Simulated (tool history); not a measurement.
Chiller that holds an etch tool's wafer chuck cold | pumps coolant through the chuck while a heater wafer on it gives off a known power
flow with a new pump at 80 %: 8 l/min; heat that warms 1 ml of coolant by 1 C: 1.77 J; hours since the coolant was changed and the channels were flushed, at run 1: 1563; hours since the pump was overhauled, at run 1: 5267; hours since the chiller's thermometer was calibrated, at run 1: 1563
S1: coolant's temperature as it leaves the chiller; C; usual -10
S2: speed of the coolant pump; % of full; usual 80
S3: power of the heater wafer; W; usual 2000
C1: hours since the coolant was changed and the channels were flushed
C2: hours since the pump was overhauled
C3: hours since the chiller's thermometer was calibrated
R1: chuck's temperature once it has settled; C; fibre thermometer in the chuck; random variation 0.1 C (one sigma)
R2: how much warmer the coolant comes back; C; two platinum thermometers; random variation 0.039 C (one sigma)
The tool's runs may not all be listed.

run,hour,S1,S2,S3,C1,C2,C3,R1,R2
1,0,-10,80,2000,1563,5267,1563,10.8,9.63
2,114.9,-11,80,2000,1678,5382,1678,9.8,9.61
3,192.4,-10,80,2555,1755,5459,1755,16.8,12.41
4,353.8,-10,80,2555,1917,5621,1917,16.9,12.39
# hour 483.7: chiller's thermometer calibrated
5,518.2,-10,80,2555,2080,5784,34,17.3,12.46
6,669.8,-10,80,2555,2232,5936,186,17.4,12.55
7,784.5,-10,80,2555,2346,6051,301,17.5,12.49
8,871.1,-10,80,2555,2433,6137,387,17.7,12.55
9,987.9,-10,80,2000,2550,6254,504,11.5,9.89
10,1124,-3,80,2000,2686,6390,640,18.8,9.91
11,1293.3,-3,80,2000,2855,6559,810,18.8,9.97
12,1412.4,-3,80,2000,2974,6678,929,18.7,10.03
13,1520.7,-10,80,2000,3083,6787,1037,11.9,10.01
14,1618,-10,80,2186,3180,6884,1134,14.3,10.95
15,1753.5,-10,80,2186,3315,7020,1270,14.4,10.99
# hour 1779.9: coolant pump overhauled
16,1852.2,-10,80,2247,3409,72,1363,12.9,9.57
17,1994.8,-12,76,1692,3552,215,1506,5.9,7.66
18,2166.4,-11,88,1771,3723,386,1678,5.9,6.78
19,2241.1,-11,88,1771,3798,461,1752,6.2,6.86
20,2345.9,-10,65,2451,3903,566,1857,18.8,13.42
21,2495.8,-17,70,2710,4053,716,2007,13.5,13.71
# hour 2538.7: chiller's thermometer calibrated
22,2607.8,-18,63,2710,4164,827,69,15.2,15.48
23,2774.8,-18,63,2710,4331,994,236,15.3,15.48
24,2955,-18,68,2113,4511,1174,416,6.8,11.19
25,3058.6,-18,81,2000,4615,1278,520,2.8,8.71
26,3172.5,-3,94,1674,4728,1392,634,13.1,6.06
27,3346.7,-3,94,1674,4903,1566,808,13,6.18
28,3470.9,-10,90,2729,5027,1690,932,17.3,10.51
29,3571.8,-3,90,2729,5128,1791,1033,24.6,10.62

Forecast run 30:
30,3683.2,-3,90,2729,5239,1902,1144,?,?

Run 30 gave R1 24.5 C, R2 10.67 C.
Without the tool's hidden state the same run would have given R1 20.9 C, R2 10.12 C.

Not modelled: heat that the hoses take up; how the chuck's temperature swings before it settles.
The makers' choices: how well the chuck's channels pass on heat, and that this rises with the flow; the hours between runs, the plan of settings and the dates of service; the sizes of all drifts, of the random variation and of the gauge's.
